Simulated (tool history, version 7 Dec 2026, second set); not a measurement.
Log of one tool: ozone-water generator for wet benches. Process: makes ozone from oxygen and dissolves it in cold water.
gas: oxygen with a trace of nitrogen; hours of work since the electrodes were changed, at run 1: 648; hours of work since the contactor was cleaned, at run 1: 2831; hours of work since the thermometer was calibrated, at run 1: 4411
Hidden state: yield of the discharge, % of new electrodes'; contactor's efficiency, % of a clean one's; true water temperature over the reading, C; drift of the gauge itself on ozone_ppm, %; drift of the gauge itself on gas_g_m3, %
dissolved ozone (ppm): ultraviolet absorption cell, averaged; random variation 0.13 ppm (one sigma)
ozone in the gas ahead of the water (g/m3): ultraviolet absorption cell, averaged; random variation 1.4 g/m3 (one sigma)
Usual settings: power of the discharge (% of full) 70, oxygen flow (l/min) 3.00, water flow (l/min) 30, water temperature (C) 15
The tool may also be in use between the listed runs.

run	day	power of the discharge (% of full)	oxygen flow (l/min)	water flow (l/min)	water temperature (C)	hours of work since the electrodes were changed	hours of work since the contactor was cleaned	hours of work since the thermometer was calibrated	dissolved ozone (ppm)	ozone in the gas ahead of the water (g/m3)
1	0.000	70	3.00	30	15	648	2831	4411	13.4	259.4
2	1.238	70	3.00	30	15	674	2857	4437	13.1	259.8
3	1.962	70	3.00	30	15	689	2872	4452	13.2	257.3
4	2.942	70	3.00	30	15	709	2892	4472	13.5	257.8
5	4.338	70	3.00	30	15	738	2921	4501	13.3	257.3
6	5.700	70	3.00	30	15	766	2950	4529	13.3	257.0
7	7.121	70	3.00	30	9	796	2979	4559	13.8	257.2
8	8.133	70	3.00	30	9	817	3000	4580	13.8	258.1
9	9.629	70	3.00	30	9	848	3031	4611	14.0	258.3
10	10.596	70	3.00	30	9	868	3052	4631	14.0	256.4
11	11.571	70	3.00	30	15	888	3072	4651	13.6	256.3
12	12.833	70	3.00	30	15	915	3098	4678	13.4	251.7
13	13.904	70	3.00	30	15	937	3120	4700	13.1	255.8
14	15.508	66	3.00	33	12	970	3154	4733	11.6	241.8
15	17.046	66	4.81	37	12	1002	3186	4765	12.0	204.1
16	17.825	51	3.00	30	15	1019	3202	4782	9.9	189.8
17	18.579	74	3.97	35	20	1034	3218	4797	12.3	239.1
18	19.304	74	3.97	35	20	1049	3233	4812	12.5	239.5
19	20.112	69	3.00	36	15	1066	3250	4829	10.6	251.2
20	20.992	70	3.00	30	9	1085	3268	4848	13.8	251.3
21	22.588	70	3.00	30	9	1118	3301	4881	14.0	252.8
22	23.662	70	3.00	38	22	1140	3323	4903	9.3	252.8
23	24.896	70	3.00	29	22	1166	3349	4929	13.3	254.2
24	25.592	70	4.35	30	15	1180	3364	4943	15.4	221.6
25	26.292	70	4.35	30	15	1195	3378	4958	15.0	222.3

Forecast each of these 4 alternatives for the next run:
# day 26.417: water thermometer calibrated
A	27.342	74	4.35	27	18	1216	3400	19	?	?
# day 26.417: water thermometer calibrated
B	27.342	45	4.35	30	15	1216	3400	19	?	?
# day 26.417: water thermometer calibrated
C	27.342	79	4.35	37	7	1216	3400	19	?	?
# day 26.417: water thermometer calibrated
D	27.342	70	1.52	20	12	1216	3400	19	?	?

run	dissolved ozone (ppm)	ozone in the gas ahead of the water (g/m3)
A	17.7	231.0
B	10.1	148.3
C	14.0	245.9
D	16.4	327.4
Without the tool's hidden state the same runs would have given:
run	dissolved ozone (ppm)	ozone in the gas ahead of the water (g/m3)
A	17.7	235.8
B	10.1	151.3
C	14.0	251.0
D	16.4	334.1
